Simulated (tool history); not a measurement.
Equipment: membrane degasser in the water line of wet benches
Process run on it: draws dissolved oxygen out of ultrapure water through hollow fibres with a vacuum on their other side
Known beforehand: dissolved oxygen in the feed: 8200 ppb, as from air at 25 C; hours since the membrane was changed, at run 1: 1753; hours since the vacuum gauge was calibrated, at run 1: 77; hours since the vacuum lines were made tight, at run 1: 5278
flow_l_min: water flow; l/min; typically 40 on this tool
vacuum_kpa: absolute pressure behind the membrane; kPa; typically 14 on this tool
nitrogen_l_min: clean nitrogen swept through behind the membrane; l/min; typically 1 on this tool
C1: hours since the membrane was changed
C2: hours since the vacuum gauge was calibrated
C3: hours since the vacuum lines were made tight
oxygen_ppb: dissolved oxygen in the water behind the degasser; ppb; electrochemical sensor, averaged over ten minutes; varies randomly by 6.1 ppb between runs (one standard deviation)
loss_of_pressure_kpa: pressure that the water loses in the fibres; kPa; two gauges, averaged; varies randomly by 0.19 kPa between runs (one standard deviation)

Run 1, hour 0: usual settings; C1 1753; C2 77; C3 5278. Result: oxygen_ppb 895.8 ppb, loss_of_pressure_kpa 39.21 kPa.
Run 2, hour 84: usual settings; C1 1837; C2 161; C3 5362. Result: oxygen_ppb 917.3 ppb, loss_of_pressure_kpa 39.36 kPa.
Run 3, hour 174.9: usual settings; C1 1928; C2 252; C3 5453. Result: oxygen_ppb 895 ppb, loss_of_pressure_kpa 39.04 kPa.
Run 4, hour 261.6: usual settings but nitrogen_l_min 0.69 l/min; C1 2015; C2 339; C3 5540. Result: oxygen_ppb 1111.4 ppb, loss_of_pressure_kpa 39.03 kPa.
Run 5, hour 352.7: usual settings but nitrogen_l_min 0.69 l/min; C1 2106; C2 430; C3 5631. Result: oxygen_ppb 1150.3 ppb, loss_of_pressure_kpa 39.07 kPa.
Run 6, hour 407.1: usual settings; C1 2160; C2 484; C3 5685. Result: oxygen_ppb 902.5 ppb, loss_of_pressure_kpa 39.09 kPa.
Run 7, hour 467.5: usual settings; C1 2221; C2 544; C3 5746. Result: oxygen_ppb 913 ppb, loss_of_pressure_kpa 39.02 kPa.
Run 8, hour 515.6: usual settings but nitrogen_l_min 2.22 l/min; C1 2269; C2 593; C3 5794. Result: oxygen_ppb 542.6 ppb, loss_of_pressure_kpa 39.08 kPa.
Run 9, hour 586.7: usual settings but nitrogen_l_min 2.22 l/min; C1 2340; C2 664; C3 5865. Result: oxygen_ppb 543 ppb, loss_of_pressure_kpa 39.22 kPa.
Run 10, hour 657.1: usual settings but nitrogen_l_min 2.22 l/min; C1 2410; C2 734; C3 5935. Result: oxygen_ppb 544.5 ppb, loss_of_pressure_kpa 39.5 kPa.
Run 11, hour 759.3: usual settings but nitrogen_l_min 2.22 l/min; C1 2513; C2 836; C3 6037. Result: oxygen_ppb 541.9 ppb, loss_of_pressure_kpa 39.15 kPa.
At hour 768.1: vacuum gauge calibrated.
At hour 788.6: seals of the vacuum lines changed.
Run 12, hour 815.8: usual settings but nitrogen_l_min 2.22 l/min; C1 2567; C2 46; C3 27. Result: oxygen_ppb 538.9 ppb, loss_of_pressure_kpa 39.21 kPa.
Run 13, hour 908.6: usual settings but flow_l_min 26 l/min; C1 2659; C2 139; C3 120. Result: oxygen_ppb 594.4 ppb, loss_of_pressure_kpa 25.58 kPa.
Run 14, hour 995.9: usual settings; C1 2747; C2 226; C3 207. Result: oxygen_ppb 922.3 ppb, loss_of_pressure_kpa 39.51 kPa.
Run 15, hour 1053.8: usual settings but vacuum_kpa 9 kPa; C1 2805; C2 284; C3 265. Result: oxygen_ppb 567 ppb, loss_of_pressure_kpa 39.59 kPa.
Run 16, hour 1148.7: usual settings but flow_l_min 26 l/min, vacuum_kpa 25.2 kPa, nitrogen_l_min 0.94 l/min; C1 2899; C2 379; C3 360. Result: oxygen_ppb 1168.3 ppb, loss_of_pressure_kpa 25.72 kPa.
Run 17, hour 1247.1: usual settings but flow_l_min 41 l/min, vacuum_kpa 32.7 kPa, nitrogen_l_min 0.92 l/min; C1 2998; C2 477; C3 459. Result: oxygen_ppb 2159.2 ppb, loss_of_pressure_kpa 40.94 kPa.
Run 18, hour 1338.6: usual settings but flow_l_min 54 l/min, vacuum_kpa 9.6 kPa, nitrogen_l_min 1.1 l/min; C1 3089; C2 568; C3 550. Result: oxygen_ppb 884.1 ppb, loss_of_pressure_kpa 52.78 kPa.
At hour 1365.6: vacuum gauge calibrated, once more.
Run 19, hour 1421.2: usual settings but flow_l_min 63 l/min, vacuum_kpa 17.6 kPa, nitrogen_l_min 0.99 l/min; C1 3172; C2 56; C3 632. Result: oxygen_ppb 1797 ppb, loss_of_pressure_kpa 62.48 kPa.
Run 20, hour 1470.2: usual settings but flow_l_min 27 l/min, vacuum_kpa 33 kPa, nitrogen_l_min 0.43 l/min; C1 3220; C2 105; C3 681. Result: oxygen_ppb 2566 ppb, loss_of_pressure_kpa 26.94 kPa.
Run 21, hour 1527.7: usual settings but flow_l_min 27 l/min, vacuum_kpa 33 kPa, nitrogen_l_min 1.32 l/min; C1 3278; C2 162; C3 739. Result: oxygen_ppb 1213.8 ppb, loss_of_pressure_kpa 26.9 kPa.
Run 22, hour 1596.5: usual settings but nitrogen_l_min 0.7 l/min; C1 3347; C2 231; C3 807. Result: oxygen_ppb 1135.3 ppb, loss_of_pressure_kpa 39.9 kPa.
Run 23, hour 1688.1: usual settings but flow_l_min 39 l/min, vacuum_kpa 17.7 kPa; C1 3438; C2 323; C3 899. Result: oxygen_ppb 1113.6 ppb, loss_of_pressure_kpa 38.89 kPa.
Run 24, hour 1771.8: usual settings but flow_l_min 26 l/min; C1 3522; C2 406; C3 983. Result: oxygen_ppb 590.3 ppb, loss_of_pressure_kpa 26.06 kPa.
Run 25, hour 1853.9: usual settings but flow_l_min 60 l/min; C1 3604; C2 488; C3 1065. Result: oxygen_ppb 1433.4 ppb, loss_of_pressure_kpa 59.97 kPa.
Run 26, hour 1953.9: usual settings but flow_l_min 60 l/min; C1 3704; C2 588; C3 1165. Result: oxygen_ppb 1420 ppb, loss_of_pressure_kpa 59.89 kPa.
Run 27, hour 2046.5: usual settings but flow_l_min 60 l/min; C1 3797; C2 681; C3 1257. Result: oxygen_ppb 1433.5 ppb, loss_of_pressure_kpa 59.97 kPa.

Alternative continuations, all from the tool just after run 27; predict every row:
Run A, hour 2130.1: usual settings but flow_l_min 45 l/min, vacuum_kpa 11 kPa, nitrogen_l_min 0.66 l/min; C1 3880; C2 765; C3 1341. Result: oxygen_ppb ?, loss_of_pressure_kpa ?.
Run B, hour 2130.1: usual settings but flow_l_min 62 l/min; C1 3880; C2 765; C3 1341. Result: oxygen_ppb ?, loss_of_pressure_kpa ?.
Run C, hour 2130.1: usual settings but flow_l_min 60 l/min, vacuum_kpa 22.4 kPa; C1 3880; C2 765; C3 1341. Result: oxygen_ppb ?, loss_of_pressure_kpa ?.
Run D, hour 2130.1: usual settings but flow_l_min 35 l/min, vacuum_kpa 8.6 kPa; C1 3880; C2 765; C3 1341. Result: oxygen_ppb ?, loss_of_pressure_kpa ?.
Run E, hour 2130.1: usual settings but flow_l_min 41 l/min, vacuum_kpa 32.2 kPa, nitrogen_l_min 0.8 l/min; C1 3880; C2 765; C3 1341. Result: oxygen_ppb ?, loss_of_pressure_kpa ?.

run  oxygen_ppb  loss_of_pressure_kpa
  A      1029.6                 44.75
  B      1484.3                 62.18
  C      2073.8                 60.17
  D       451.6                 35.28
  E      2267.8                 41.11
Take away the tool's hidden state, keep each run's random variation, and the runs would have read:
run  oxygen_ppb  loss_of_pressure_kpa
  A      1001.7                 42.58
  B      1432.2                 59.15
  C      2031.8                 57.24
  D       434.7                 33.57
  E      2250.3                 39.12
